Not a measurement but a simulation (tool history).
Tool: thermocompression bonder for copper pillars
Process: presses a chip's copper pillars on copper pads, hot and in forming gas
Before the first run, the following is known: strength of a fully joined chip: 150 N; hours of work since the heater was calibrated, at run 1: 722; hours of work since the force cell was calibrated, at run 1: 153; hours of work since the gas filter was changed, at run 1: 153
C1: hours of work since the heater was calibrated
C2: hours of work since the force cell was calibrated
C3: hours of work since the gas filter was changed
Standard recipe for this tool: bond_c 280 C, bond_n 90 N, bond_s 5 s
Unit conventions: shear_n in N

run 1 day=0.000 | bond_c=280 bond_n=90 bond_s=5 | C1=722 C2=153 C3=153 | shear_n=70.1
run 2 day=1.242 | bond_c=280 bond_n=90 bond_s=15 | C1=744 C2=175 C3=175 | shear_n=98.8
run 3 day=2.058 | bond_c=280 bond_n=90 bond_s=15 | C1=759 C2=189 C3=189 | shear_n=98.7
run 4 day=3.458 | bond_c=280 bond_n=90 bond_s=15 | C1=783 C2=214 C3=214 | shear_n=99.0
run 5 day=4.417 | bond_c=280 bond_n=90 bond_s=5 | C1=800 C2=231 C3=231 | shear_n=68.2
run 6 day=5.442 | bond_c=280 bond_n=90 bond_s=5 | C1=818 C2=249 C3=249 | shear_n=69.4
run 7 day=6.288 | bond_c=260 bond_n=90 bond_s=5 | C1=833 C2=264 C3=264 | shear_n=57.0
run 8 day=7.271 | bond_c=280 bond_n=90 bond_s=10 | C1=851 C2=282 C3=282 | shear_n=88.2
run 9 day=8.217 | bond_c=280 bond_n=90 bond_s=10 | C1=868 C2=299 C3=299 | shear_n=87.9
run 10 day=8.975 | bond_c=280 bond_n=90 bond_s=10 | C1=881 C2=312 C3=312 | shear_n=87.0
run 11 day=9.621 | bond_c=280 bond_n=90 bond_s=5 | C1=893 C2=324 C3=324 | shear_n=69.0
run 12 day=10.433 | bond_c=280 bond_n=90 bond_s=5 | C1=907 C2=338 C3=338 | shear_n=70.1
run 13 day=11.242 | bond_c=280 bond_n=90 bond_s=12 | C1=921 C2=352 C3=352 | shear_n=92.0
run 14 day=11.917 | bond_c=280 bond_n=90 bond_s=12 | C1=933 C2=364 C3=364 | shear_n=93.0
run 15 day=12.696 | bond_c=280 bond_n=90 bond_s=5 | C1=947 C2=378 C3=378 | shear_n=69.6
run 16 day=13.996 | bond_c=280 bond_n=90 bond_s=5 | C1=970 C2=401 C3=401 | shear_n=69.4
-- day=15.204 forming gas filter changed
run 17 day=15.229 | bond_c=280 bond_n=90 bond_s=5 | C1=992 C2=423 C3=0 | shear_n=69.9
run 18 day=16.083 | bond_c=280 bond_n=90 bond_s=5 | C1=1007 C2=438 C3=16 | shear_n=69.1
run 19 day=16.767 | bond_c=280 bond_n=90 bond_s=7 | C1=1019 C2=450 C3=28 | shear_n=77.4
run 20 day=17.833 | bond_c=291 bond_n=96 bond_s=6 | C1=1038 C2=469 C3=47 | shear_n=84.1
run 21 day=18.754 | bond_c=251 bond_n=113 bond_s=5 | C1=1054 C2=485 C3=63 | shear_n=59.7
run 22 day=20.046 | bond_c=251 bond_n=113 bond_s=5 | C1=1077 C2=508 C3=86 | shear_n=58.3
run 23 day=20.842 | bond_c=280 bond_n=109 bond_s=14 | C1=1091 C2=522 C3=100 | shear_n=104.6
run 24 day=22.088 | bond_c=280 bond_n=89 bond_s=5 | C1=1113 C2=544 C3=122 | shear_n=69.3
run 25 day=23.429 | bond_c=280 bond_n=89 bond_s=5 | C1=1137 C2=568 C3=146 | shear_n=68.6
run 26 day=24.825 | bond_c=272 bond_n=102 bond_s=4 | C1=1162 C2=593 C3=171 | shear_n=63.9
run 27 day=25.842 | bond_c=272 bond_n=102 bond_s=4 | C1=1180 C2=611 C3=189 | shear_n=63.6
-- day=26.550 heater calibrated with a thermocouple chip
run 28 day=27.096 | bond_c=272 bond_n=102 bond_s=4 | C1=10 C2=631 C3=209 | shear_n=63.8

Run 29 is up next; what results do you expect?
run 29 day=27.762 | bond_c=272 bond_n=97 bond_s=6 | C1=22 C2=643 C3=221 | shear_n=?

Run 29 gave shear_n 72.1 N.
On a tool with no hidden condition, and with the same random variation, this run would have come out at shear_n 72.5 N.

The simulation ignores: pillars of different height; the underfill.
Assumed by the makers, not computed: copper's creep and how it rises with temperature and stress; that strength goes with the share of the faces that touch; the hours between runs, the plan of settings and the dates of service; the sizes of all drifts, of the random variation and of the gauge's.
